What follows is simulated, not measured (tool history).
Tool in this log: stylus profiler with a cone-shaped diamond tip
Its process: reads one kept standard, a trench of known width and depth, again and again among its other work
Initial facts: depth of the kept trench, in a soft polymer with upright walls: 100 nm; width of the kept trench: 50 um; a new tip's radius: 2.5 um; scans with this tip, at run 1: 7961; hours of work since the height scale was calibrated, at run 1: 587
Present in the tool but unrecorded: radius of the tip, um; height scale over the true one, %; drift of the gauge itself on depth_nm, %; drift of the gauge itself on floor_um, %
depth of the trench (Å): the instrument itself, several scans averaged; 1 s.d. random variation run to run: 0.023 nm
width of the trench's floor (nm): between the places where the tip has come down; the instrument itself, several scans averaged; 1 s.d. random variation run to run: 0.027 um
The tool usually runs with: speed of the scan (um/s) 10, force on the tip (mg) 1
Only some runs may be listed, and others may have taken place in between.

| run | hour | speed of the scan (um/s) | force on the tip (mg) | scans with this tip | hours of work since the height scale was calibrated | depth of the trench (Å) | width of the trench's floor (nm) |
|---|---|---|---|---|---|---|---|
| 1 | 0 | 10 | 1 | 7961 | 587 | 1006.1 | 48580 |
| 2 | 102.8 | 10 | 1 | 8215 | 640 | 1005.9 | 48520 |
|  | 174.7 | new tip fitted, height scale calibrated |
| 3 | 206.3 | 10 | 1 | 78 | 16 | 1005.9 | 48560 |
| 4 | 304.3 | 10 | 1.86 | 320 | 67 | 1009.3 | 48560 |
| 5 | 411.4 | 10 | 1.86 | 585 | 122 | 1008.8 | 48570 |
| 6 | 494.2 | 8 | 1.86 | 790 | 164 | 1008.8 | 48570 |
| 7 | 578.8 | 8 | 1.86 | 1000 | 208 | 1009.2 | 48570 |
| 8 | 690 | 8 | 1.86 | 1275 | 265 | 1009 | 48590 |
| 9 | 765.2 | 8 | 1.86 | 1461 | 304 | 1009.2 | 48530 |
| 10 | 857 | 8 | 1.86 | 1688 | 351 | 1008.9 | 48580 |
| 11 | 944.4 | 8 | 1.86 | 1905 | 396 | 1008.9 | 48570 |
| 12 | 998.4 | 8 | 1.86 | 2038 | 424 | 1008.7 | 48550 |
| 13 | 1107.6 | 5 | 1.34 | 2309 | 480 | 1007 | 48580 |
| 14 | 1168.1 | 7 | 1.57 | 2459 | 511 | 1008.2 | 48560 |
| 15 | 1257.4 | 3 | 0.64 | 2680 | 557 | 1004.3 | 48550 |
| 16 | 1307.2 | 11 | 0.35 | 2803 | 582 | 1003.1 | 48460 |
| 17 | 1396.4 | 11 | 0.35 | 3024 | 628 | 1002.9 | 48480 |
| 18 | 1476 | 11 | 1 | 3221 | 669 | 1006.3 | 48530 |
| 19 | 1529.1 | 5 | 3 | 3352 | 697 | 1012.7 | 48600 |
| 20 | 1603.2 | 10 | 2 | 3536 | 735 | 1009.2 | 48570 |
| 21 | 1704.5 | 10 | 2 | 3786 | 787 | 1009.5 | 48500 |
| 22 | 1772 | 28 | 0.47 | 3954 | 821 | 1004 | 48370 |
| 23 | 1864.4 | 30 | 1.74 | 4182 | 869 | 1009.1 | 48510 |

Some steps in width of the trench's floor (nm) between neighbouring runs. How much of each would the tool show without its hidden state too (settings, what came in, random variation), and how much is left for the hidden state, with any gauge scatter that isn't in both results?
Run 1 -> 2: nothing adjusted, nothing logged. width of the trench's floor (nm) -60: hidden state -10, all else -50.
Run 2 -> 3: new tip fitted, height scale calibrated. width of the trench's floor (nm) +40: hidden state +30, all else +10.
Run 21 -> 22: speed of the scan (um/s) 10 -> 28, force on the tip (mg) 2 -> 0.47. width of the trench's floor (nm) -130: hidden state +0, all else -130.
Run 22 -> 23: speed of the scan (um/s) 28 -> 30, force on the tip (mg) 0.47 -> 1.74. width of the trench's floor (nm) +140: hidden state +0, all else +140.

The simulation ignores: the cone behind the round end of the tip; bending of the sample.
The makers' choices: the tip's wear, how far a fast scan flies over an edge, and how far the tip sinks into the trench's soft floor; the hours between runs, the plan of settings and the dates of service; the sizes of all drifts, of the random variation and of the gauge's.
